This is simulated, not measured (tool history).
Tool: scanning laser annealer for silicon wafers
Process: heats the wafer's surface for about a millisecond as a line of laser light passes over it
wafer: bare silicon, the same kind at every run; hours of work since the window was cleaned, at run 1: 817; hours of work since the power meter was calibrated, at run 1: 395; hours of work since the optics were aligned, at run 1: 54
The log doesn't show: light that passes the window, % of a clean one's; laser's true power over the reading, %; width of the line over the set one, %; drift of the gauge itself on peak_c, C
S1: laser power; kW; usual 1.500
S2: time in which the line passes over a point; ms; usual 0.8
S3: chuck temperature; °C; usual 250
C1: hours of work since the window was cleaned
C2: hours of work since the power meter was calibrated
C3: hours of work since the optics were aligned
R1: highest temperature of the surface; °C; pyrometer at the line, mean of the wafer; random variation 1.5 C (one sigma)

Run 1, hour 0.0: usual settings; C1 817; C2 395; C3 54. Result: R1 960 °C.
At hour 34.4: window over the wafer cleaned.
Run 2, hour 57.9: usual settings; C1 12; C2 424; C3 82. Result: R1 984 °C.
Run 3, hour 85.9: usual settings; C1 26; C2 438; C3 97. Result: R1 982 °C.
Run 4, hour 117.6: usual settings; C1 43; C2 455; C3 113. Result: R1 984 °C.
Run 5, hour 158.6: usual settings; C1 64; C2 476; C3 134. Result: R1 982 °C.
At hour 167.5: optics aligned, line set to its width.
Run 6, hour 226.2: usual settings; C1 96; C2 508; C3 30. Result: R1 982 °C.
Run 7, hour 254.3: usual settings; C1 110; C2 522; C3 45. Result: R1 979 °C.
Run 8, hour 291.6: usual settings but S1 1.322 kW, S3 246 °C; C1 129; C2 541; C3 64. Result: R1 887 °C.
At hour 312.8: optics aligned, line set to its width, once more.
Run 9, hour 337.1: usual settings but S1 1.322 kW, S3 246 °C; C1 150; C2 562; C3 12. Result: R1 891 °C.

Forecast run 10:
Run 10, hour 367.5: usual settings but S1 1.292 kW, S2 0.7 ms, S3 231 °C; C1 166; C2 578; C3 28. Result: R1 ?.

{"run 10": {"R1": 817}}
Without the tool's hidden state the same run would have given R1 820 °C.
